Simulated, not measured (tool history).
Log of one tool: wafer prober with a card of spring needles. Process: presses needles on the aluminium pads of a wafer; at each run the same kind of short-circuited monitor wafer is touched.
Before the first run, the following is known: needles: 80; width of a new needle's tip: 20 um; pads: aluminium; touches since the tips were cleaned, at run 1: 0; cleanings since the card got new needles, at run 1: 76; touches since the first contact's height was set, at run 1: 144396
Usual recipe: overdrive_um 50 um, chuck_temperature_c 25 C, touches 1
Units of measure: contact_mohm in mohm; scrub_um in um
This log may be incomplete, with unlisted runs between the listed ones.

run	hour	overdrive_um	chuck_temperature_c	touches	touches since the tips were cleaned	cleanings since the card got new needles	touches since the first contact's height was set	contact_mohm	scrub_um
1	0	50	25	1	0	76	144396	267	11.23
# hour 8.7: tips cleaned on abrasive film
2	11.8	50	25	1	1537	77	150243	646	11.06
# hour 16.9: tips cleaned on abrasive film
# hour 24.9: tips cleaned on abrasive film
3	27.2	50	25	1	1131	79	157843	364	10.77
# hour 33.6: tips cleaned on abrasive film
# hour 41.3: tips cleaned on abrasive film
# hour 49.5: tips cleaned on abrasive film
4	49.6	40	25	1	44	82	168913	301	8.53
# hour 53.4: height of the first contact set anew
# hour 58.1: tips cleaned on abrasive film
# hour 66.3: tips cleaned on abrasive film
5	67.9	50	25	1	814	84	7183	321	11.56
# hour 73.7: tips cleaned on abrasive film
6	78.9	48	25	1	2592	85	12609	444	11.36
# hour 81.7: tips cleaned on abrasive film
# hour 89.9: tips cleaned on abrasive film
# hour 98.8: tips cleaned on abrasive film
7	99.1	66	25	1	122	88	22564	259	15.4
# hour 107.5: tips cleaned on abrasive film
8	111.1	66	25	1	1826	89	28539	329	15.49
# hour 116.2: tips cleaned on abrasive film
# hour 119.6: tips cleaned on abrasive film, once more
# hour 127.2: tips cleaned on abrasive film
9	133.6	66	25	2	3172	92	39598	321	15.47
# hour 135.4: tips cleaned on abrasive film
# hour 143.8: tips cleaned on abrasive film
# hour 151.9: tips cleaned on abrasive film
10	153	58	25	2	535	95	49163	263	13.46
# hour 160.4: tips cleaned on abrasive film
11	166.5	58	25	2	3060	96	55869	341	13.26
# hour 168.4: tips cleaned on abrasive film
# hour 176.2: tips cleaned on abrasive film
12	177.5	50	25	1	645	98	61263	314	11.39
# hour 184.5: tips cleaned on abrasive film
13	190.3	42	25	1	2924	99	67637	539	9.53
# hour 192.2: tips cleaned on abrasive film
# hour 200: tips cleaned on abrasive film
# hour 207.8: tips cleaned on abrasive film
14	210.9	31	25	1	1504	102	77747	609	6.98
# hour 216: tips cleaned on abrasive film
# hour 223.9: tips cleaned on abrasive film
15	225.7	50	25	1	908	104	85087	353	11.49
# hour 231.5: tips cleaned on abrasive film
# hour 239.7: tips cleaned on abrasive film
16	243.6	50	25	1	1942	106	93899	412	11.36
# hour 248: tips cleaned on abrasive film
# hour 255.7: tips cleaned on abrasive film
# hour 264: tips cleaned on abrasive film
17	265.6	50	25	1	804	109	104780	324	11.5
# hour 271.6: tips cleaned on abrasive film
18	276.4	50	25	1	2382	110	110113	434	11.44
# hour 280.6: tips cleaned on abrasive film
# hour 288.4: tips cleaned on abrasive film
# hour 296.3: tips cleaned on abrasive film
19	296.6	32	25	1	158	113	120091	334	7.07
# hour 304.8: tips cleaned on abrasive film
20	307.4	50	25	3	1338	114	125441	294	11.05
# hour 313.5: tips cleaned on abrasive film
# hour 321.1: tips cleaned on abrasive film
21	328	34	37	1	3491	116	135637	823	7.44
# hour 329.1: tips cleaned on abrasive film
# hour 336.6: tips cleaned on abrasive film
22	342.4	51	37	2	2903	118	142701	380	11.33
# hour 344.7: tips cleaned on abrasive film
# hour 352: tips cleaned on abrasive film
# hour 359.6: tips cleaned on abrasive film
23	363.2	50	66	2	1814	121	152978	347	11.14
# hour 368: tips cleaned on abrasive film
# hour 376.3: tips cleaned on abrasive film
24	379.1	50	66	2	1377	123	160815	332	11.1
# hour 384.2: tips cleaned on abrasive film
25	390.1	37	25	1	2950	124	166253	711	8.09
# hour 392: tips cleaned on abrasive film
# hour 398.8: height of the first contact set anew
# hour 400.7: tips cleaned on abrasive film
26	401.1	37	25	1	213	126	1102	304	8.74
# hour 408.3: tips cleaned on abrasive film
27	415.2	47	63	1	3477	127	8102	500	11.09
# hour 416.8: tips cleaned on abrasive film
# hour 424.6: tips cleaned on abrasive film
# hour 432.4: tips cleaned on abrasive film
28	436.2	47	63	1	1893	130	18451	430	10.94
# hour 439.8: tips cleaned on abrasive film
29	446.1	67	120	1	3132	131	23342	387	15.65
# hour 447.9: tips cleaned on abrasive film
# hour 455.8: tips cleaned on abrasive film
# hour 463.5: tips cleaned on abrasive film
30	469.1	67	120	1	2807	134	34688	366	15.72
# hour 471.7: tips cleaned on abrasive film
# hour 479.1: tips cleaned on abrasive film
# hour 486.8: tips cleaned on abrasive film
31	490	67	120	1	1606	137	44996	341	15.89

Below are 3 alternative next runs, each starting from the tool's condition after run 31. Predict each:
# hour 495.3: tips cleaned on abrasive film
# hour 502.7: tips cleaned on abrasive film
A	506.8	40	34	1	2050	139	53318	?	?
# hour 495.3: tips cleaned on abrasive film
# hour 502.7: tips cleaned on abrasive film
B	506.8	67	35	1	2050	139	53318	?	?
# hour 495.3: tips cleaned on abrasive film
# hour 502.7: tips cleaned on abrasive film
C	506.8	31	120	1	2050	139	53318	?	?

run	contact_mohm	scrub_um
A	525	9.31
B	347	15.52
C	680	7.03
Take away the tool's hidden state, keep each run's random variation, and the runs would have read:
run	contact_mohm	scrub_um
A	244	9.57
B	241	15.78
C	274	7.29

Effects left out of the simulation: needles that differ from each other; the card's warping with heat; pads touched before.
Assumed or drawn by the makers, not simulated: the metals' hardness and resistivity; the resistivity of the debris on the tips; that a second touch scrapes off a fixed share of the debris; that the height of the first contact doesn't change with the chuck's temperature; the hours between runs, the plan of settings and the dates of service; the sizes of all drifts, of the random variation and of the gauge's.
